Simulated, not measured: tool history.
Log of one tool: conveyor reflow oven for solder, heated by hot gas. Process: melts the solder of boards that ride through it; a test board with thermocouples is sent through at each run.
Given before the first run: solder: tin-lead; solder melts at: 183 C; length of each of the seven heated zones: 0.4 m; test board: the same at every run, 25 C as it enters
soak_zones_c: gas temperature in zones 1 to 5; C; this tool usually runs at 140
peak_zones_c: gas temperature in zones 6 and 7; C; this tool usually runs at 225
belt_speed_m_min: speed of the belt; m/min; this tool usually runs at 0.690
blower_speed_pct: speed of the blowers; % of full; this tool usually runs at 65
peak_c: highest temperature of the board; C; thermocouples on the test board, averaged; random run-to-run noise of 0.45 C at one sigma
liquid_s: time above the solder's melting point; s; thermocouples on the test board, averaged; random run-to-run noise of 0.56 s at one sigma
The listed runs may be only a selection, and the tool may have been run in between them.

run,hour,soak_zones_c,peak_zones_c,belt_speed_m_min,blower_speed_pct,peak_c,liquid_s
1,0.0,140,225,0.690,65,204.9,41.9
2,30.5,141,225,0.690,65,204.8,41.4
3,69.5,141,225,0.690,65,206.8,45.1
4,94.8,141,225,0.690,65,206.4,43.5
5,113.3,141,225,0.690,65,206.1,43.9
6,135.6,141,225,0.690,65,206.4,43.7
7,173.3,140,219,0.690,65,200.8,38.0
8,209.9,140,218,0.690,65,199.7,36.4
9,237.1,140,225,0.690,65,205.2,41.7
10,254.7,140,233,0.690,65,211.1,48.3
11,279.5,140,233,0.690,65,210.7,48.3
12,311.0,140,233,0.690,65,211.1,48.5
13,338.1,140,233,0.690,65,210.8,47.8
14,371.1,140,233,0.690,65,209.6,47.0
15,416.3,140,233,0.690,65,212.3,49.9
16,435.7,140,225,0.800,57,198.1,27.6
17,469.8,151,217,0.806,57,194.3,25.7
18,487.4,150,220,0.653,77,206.8,53.5
19,527.3,150,236,0.581,75,224.2,72.0
20,564.9,150,236,0.581,75,222.8,74.2
21,591.5,150,236,0.581,76,223.2,73.8
22,618.7,134,236,0.581,56,213.7,59.5
23,640.9,141,240,0.810,64,209.9,38.8
24,672.6,141,240,0.810,64,209.9,39.7
25,703.4,140,225,0.601,83,210.0,56.1
26,748.2,140,225,0.601,83,212.0,58.1
27,781.9,140,225,0.601,83,211.6,57.1
28,805.1,140,225,0.601,74,209.7,55.5
29,836.6,140,225,0.601,74,210.2,54.9
30,859.9,140,225,0.601,74,210.3,55.0

Not shown here: 4 entries made in the log between runs. Locate each between two listed runs and compare the hidden state at the listed run before it with the hidden state at the listed run after it:
From run 2 to run 3: flux residue cleaned out of gas plates and filters (hour 69.5)
  heat that the gas passes to the board, % of a clean oven's: 91.1 -> 99.2; belt's true speed, % of the reading: 98.12 -> 98.07; true gas temperature in zones 6 and 7 over the reading, C: -1.25 -> -1.34
  measured value less the no-hidden-state value, peak_c: -2.8 -> -0.7 C; liquid_s: -2.5 -> +0.3 s
From run 14 to run 15: flux residue cleaned out of gas plates and filters (hour 405.4)
  heat that the gas passes to the board, % of a clean oven's: 90.8 -> 99.4; belt's true speed, % of the reading: 97.62 -> 97.56; true gas temperature in zones 6 and 7 over the reading, C: -2.11 -> -2.22
  measured value less the no-hidden-state value, peak_c: -3.5 -> -1.1 C; liquid_s: -2.2 -> +0.4 s
From run 24 to run 25: belt drive overhauled, speed set with a stopwatch (hour 697.6)
  heat that the gas passes to the board, % of a clean oven's: 92.2 -> 91.5; belt's true speed, % of the reading: 97.19 -> 100.12; true gas temperature in zones 6 and 7 over the reading, C: -2.85 -> -2.92
  measured value less the no-hidden-state value, peak_c: -3.7 -> -4.6 C; liquid_s: -1.9 -> -4.6 s
From run 25 to run 26: flux residue cleaned out of gas plates and filters (hour 744.0)
  heat that the gas passes to the board, % of a clean oven's: 91.5 -> 99.9; belt's true speed, % of the reading: 100.12 -> 100.07; true gas temperature in zones 6 and 7 over the reading, C: -2.92 -> -3.02
  measured value less the no-hidden-state value, peak_c: -4.6 -> -2.8 C; liquid_s: -4.6 -> -2.2 s

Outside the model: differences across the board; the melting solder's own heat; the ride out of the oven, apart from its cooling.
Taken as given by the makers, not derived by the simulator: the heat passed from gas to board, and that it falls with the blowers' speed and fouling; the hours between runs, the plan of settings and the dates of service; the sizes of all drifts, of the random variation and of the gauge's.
